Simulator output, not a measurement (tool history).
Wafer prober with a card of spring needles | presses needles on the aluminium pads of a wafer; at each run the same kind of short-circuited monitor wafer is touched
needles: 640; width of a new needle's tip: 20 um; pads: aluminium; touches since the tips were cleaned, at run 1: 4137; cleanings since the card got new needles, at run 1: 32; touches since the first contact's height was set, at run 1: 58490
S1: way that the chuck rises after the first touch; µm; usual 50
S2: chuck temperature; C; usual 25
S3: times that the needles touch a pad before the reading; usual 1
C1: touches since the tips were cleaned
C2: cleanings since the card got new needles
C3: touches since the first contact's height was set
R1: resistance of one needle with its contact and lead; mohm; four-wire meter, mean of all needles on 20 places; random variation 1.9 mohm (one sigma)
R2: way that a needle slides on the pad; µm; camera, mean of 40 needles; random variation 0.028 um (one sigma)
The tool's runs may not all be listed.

Run 1, hour 0: usual settings; C1 4137; C2 32; C3 58490. Result: R1 524 mohm, R2 6.76 µm.
At hour 3.4: tips cleaned on abrasive film.
At hour 19.6: tips cleaned on abrasive film.
At hour 36.2: tips cleaned on abrasive film.
Run 2, hour 41.2: usual settings; C1 1845; C2 35; C3 73674. Result: R1 391 mohm, R2 6.72 µm.
At hour 50.9: tips cleaned on abrasive film.
At hour 64.3: tips cleaned on abrasive film.
Run 3, hour 73: usual settings but S1 61 µm; C1 3214; C2 37; C3 85399. Result: R1 384 mohm, R2 8.19 µm.
At hour 79.7: tips cleaned on abrasive film.
At hour 95.9: tips cleaned on abrasive film.
At hour 111.9: tips cleaned on abrasive film.
At hour 128.6: tips cleaned on abrasive film.
Run 4, hour 129.2: usual settings but S1 61 µm; C1 225; C2 41; C3 106121. Result: R1 229 mohm, R2 8.2 µm.
At hour 142.1: tips cleaned on abrasive film.
At hour 158.8: tips cleaned on abrasive film.
Run 5, hour 168.8: usual settings but S1 61 µm; C1 3698; C2 43; C3 120736. Result: R1 430 mohm, R2 8.16 µm.
At hour 174.9: tips cleaned on abrasive film.
At hour 191.5: tips cleaned on abrasive film.
At hour 204.8: height of the first contact set anew.
At hour 207.9: tips cleaned on abrasive film.
Run 6, hour 212: usual settings but S1 61 µm; C1 1532; C2 46; C3 2644. Result: R1 310 mohm, R2 8.35 µm.
At hour 222.1: tips cleaned on abrasive film.
At hour 238.8: tips cleaned on abrasive film.
At hour 254.9: tips cleaned on abrasive film.
At hour 270.5: tips cleaned on abrasive film.
Run 7, hour 272.1: usual settings but S1 61 µm; C1 565; C2 50; C3 24797. Result: R1 264 mohm, R2 8.3 µm.
At hour 284.9: tips cleaned on abrasive film.
At hour 300.6: tips cleaned on abrasive film.
At hour 314.5: tips cleaned on abrasive film.
Run 8, hour 314.5: usual settings but S3 2; C1 0; C2 53; C3 40457. Result: R1 231 mohm, R2 6.74 µm.
At hour 330.8: tips cleaned on abrasive film.
At hour 347.1: tips cleaned on abrasive film.
Run 9, hour 350.8: usual settings; C1 1350; C2 55; C3 53828. Result: R1 336 mohm, R2 6.77 µm.
At hour 363: tips cleaned on abrasive film.
At hour 379.7: tips cleaned on abrasive film.
At hour 396.2: tips cleaned on abrasive film.
At hour 412.7: tips cleaned on abrasive film.
Run 10, hour 414.5: usual settings; C1 667; C2 59; C3 77339. Result: R1 312 mohm, R2 6.72 µm.
At hour 427.9: tips cleaned on abrasive film.
At hour 443.6: tips cleaned on abrasive film.
Run 11, hour 448.2: usual settings; C1 1719; C2 61; C3 89797. Result: R1 405 mohm, R2 6.68 µm.
At hour 457.8: tips cleaned on abrasive film.
At hour 474: tips cleaned on abrasive film.
At hour 487.4: tips cleaned on abrasive film.
At hour 503.7: tips cleaned on abrasive film.
Run 12, hour 510.5: usual settings; C1 2514; C2 65; C3 112754. Result: R1 461 mohm, R2 6.71 µm.
At hour 517.2: tips cleaned on abrasive film.
At hour 534: tips cleaned on abrasive film.
At hour 550.2: tips cleaned on abrasive film.
At hour 566.3: tips cleaned on abrasive film.
At hour 569.5: height of the first contact set anew.
Run 13, hour 571.6: usual settings; C1 1828; C2 69; C3 774. Result: R1 390 mohm, R2 6.89 µm.
At hour 581.6: tips cleaned on abrasive film.
At hour 597.9: tips cleaned on abrasive film.
Run 14, hour 610.4: usual settings; C1 4641; C2 71; C3 15121. Result: R1 564 mohm, R2 6.75 µm.
At hour 613.8: tips cleaned on abrasive film.
At hour 630.6: tips cleaned on abrasive film.
At hour 646.7: tips cleaned on abrasive film.
Run 15, hour 650.7: usual settings but S1 57 µm, S2 28 C; C1 1480; C2 74; C3 29974. Result: R1 327 mohm, R2 7.71 µm.
At hour 660.8: tips cleaned on abrasive film.
At hour 677.5: tips cleaned on abrasive film.
At hour 694.3: tips cleaned on abrasive film.
At hour 711: tips cleaned on abrasive film.
Run 16, hour 716.1: usual settings but S1 57 µm, S2 28 C; C1 1893; C2 78; C3 54103. Result: R1 386 mohm, R2 7.64 µm.
At hour 725.9: tips cleaned on abrasive film.
At hour 742.6: tips cleaned on abrasive film.
At hour 758.3: tips cleaned on abrasive film.
At hour 775: tips cleaned on abrasive film.
Run 17, hour 780.9: usual settings but S1 57 µm, S2 28 C; C1 2204; C2 82; C3 78024. Result: R1 388 mohm, R2 7.67 µm.
At hour 790.7: tips cleaned on abrasive film.
At hour 804.1: tips cleaned on abrasive film.
Run 18, hour 812.4: usual settings but S1 45 µm, S2 37 C, S3 2; C1 3096; C2 84; C3 89643. Result: R1 396 mohm, R2 6.03 µm.
At hour 819.2: tips cleaned on abrasive film.
At hour 835.5: tips cleaned on abrasive film.
At hour 851.7: tips cleaned on abrasive film.
Run 19, hour 851.8: usual settings but S1 37 µm; C1 53; C2 87; C3 104156. Result: R1 294 mohm, R2 4.91 µm.
At hour 867.3: tips cleaned on abrasive film.
At hour 884: tips cleaned on abrasive film.
Run 20, hour 892.5: usual settings but S2 110 C; C1 3138; C2 89; C3 119183. Result: R1 494 mohm, R2 6.67 µm.
At hour 899.1: tips cleaned on abrasive film.
At hour 912.5: tips cleaned on abrasive film.
Run 21, hour 921.5: usual settings but S1 52 µm, S2 65 C; C1 3332; C2 91; C3 129859. Result: R1 453 mohm, R2 6.91 µm.
At hour 928.2: tips cleaned on abrasive film.
At hour 935.2: height of the first contact set anew.
At hour 941.9: tips cleaned on abrasive film.
At hour 958.7: tips cleaned on abrasive film.
At hour 975.2: tips cleaned on abrasive film.
Run 22, hour 976.1: usual settings but S1 69 µm, S2 65 C, S3 3; C1 350; C2 95; C3 15097. Result: R1 223 mohm, R2 9.38 µm.
At hour 989.5: tips cleaned on abrasive film.
At hour 1006.1: tips cleaned on abrasive film.
At hour 1022.9: tips cleaned on abrasive film.
At hour 1037.9: tips cleaned on abrasive film.
Run 23, hour 1037.9: usual settings but S1 37 µm, S2 32 C; C1 0; C2 99; C3 37867. Result: R1 260 mohm, R2 5.01 µm.
At hour 1054.3: tips cleaned on abrasive film.
At hour 1069.7: tips cleaned on abrasive film.
At hour 1083.1: tips cleaned on abrasive film.
Run 24, hour 1086.7: usual settings but S1 37 µm, S2 32 C; C1 1338; C2 102; C3 55895. Result: R1 475 mohm, R2 4.98 µm.
At hour 1096.8: tips cleaned on abrasive film.
At hour 1113.3: tips cleaned on abrasive film.
Run 25, hour 1121.3: usual settings but S1 42 µm, S2 68 C, S3 3; C1 2977; C2 104; C3 68669. Result: R1 364 mohm, R2 5.65 µm.
At hour 1128.1: tips cleaned on abrasive film.
At hour 1143.7: tips cleaned on abrasive film.
At hour 1159.6: tips cleaned on abrasive film.
At hour 1175.6: tips cleaned on abrasive film.
Run 26, hour 1182.1: usual settings but S1 61 µm, S2 125 C; C1 2420; C2 108; C3 91082. Result: R1 382 mohm, R2 8.22 µm.
At hour 1191.8: tips cleaned on abrasive film.
At hour 1208.4: tips cleaned on abrasive film.
Run 27, hour 1213.1: usual settings but S1 44 µm, S2 125 C; C1 1730; C2 110; C3 102506. Result: R1 458 mohm, R2 5.87 µm.

Each row is a separate what-if for the run after 27, all from the same tool condition, not one after another. Results?
At hour 1223.1: tips cleaned on abrasive film.
At hour 1239.5: tips cleaned on abrasive film.
At hour 1255.6: tips cleaned on abrasive film.
Run A, hour 1266: usual settings but S1 61 µm, S2 28 C, S3 3; C1 3839; C2 113; C3 122029. Result: R1 ?, R2 ?.
At hour 1223.1: tips cleaned on abrasive film.
At hour 1239.5: tips cleaned on abrasive film.
At hour 1255.6: tips cleaned on abrasive film.
Run B, hour 1266: usual settings but S1 44 µm, S2 42 C, S3 2; C1 3839; C2 113; C3 122029. Result: R1 ?, R2 ?.
At hour 1223.1: tips cleaned on abrasive film.
At hour 1239.5: tips cleaned on abrasive film.
At hour 1255.6: tips cleaned on abrasive film.
Run C, hour 1266: usual settings but S2 86 C; C1 3839; C2 113; C3 122029. Result: R1 ?, R2 ?.
At hour 1223.1: tips cleaned on abrasive film.
At hour 1239.5: tips cleaned on abrasive film.
At hour 1255.6: tips cleaned on abrasive film.
Run D, hour 1266: usual settings but S1 54 µm, S2 82 C, S3 2; C1 3839; C2 113; C3 122029. Result: R1 ?, R2 ?.

run   R1    R2
  A  290  8.13
  B  477  5.85
  C  537  6.64
  D  383  7.17
Without the tool's unlogged condition, the same runs would have read:
run   R1    R2
  A  203  8.31
  B  214  6.03
  C  220  6.83
  D  217  7.36
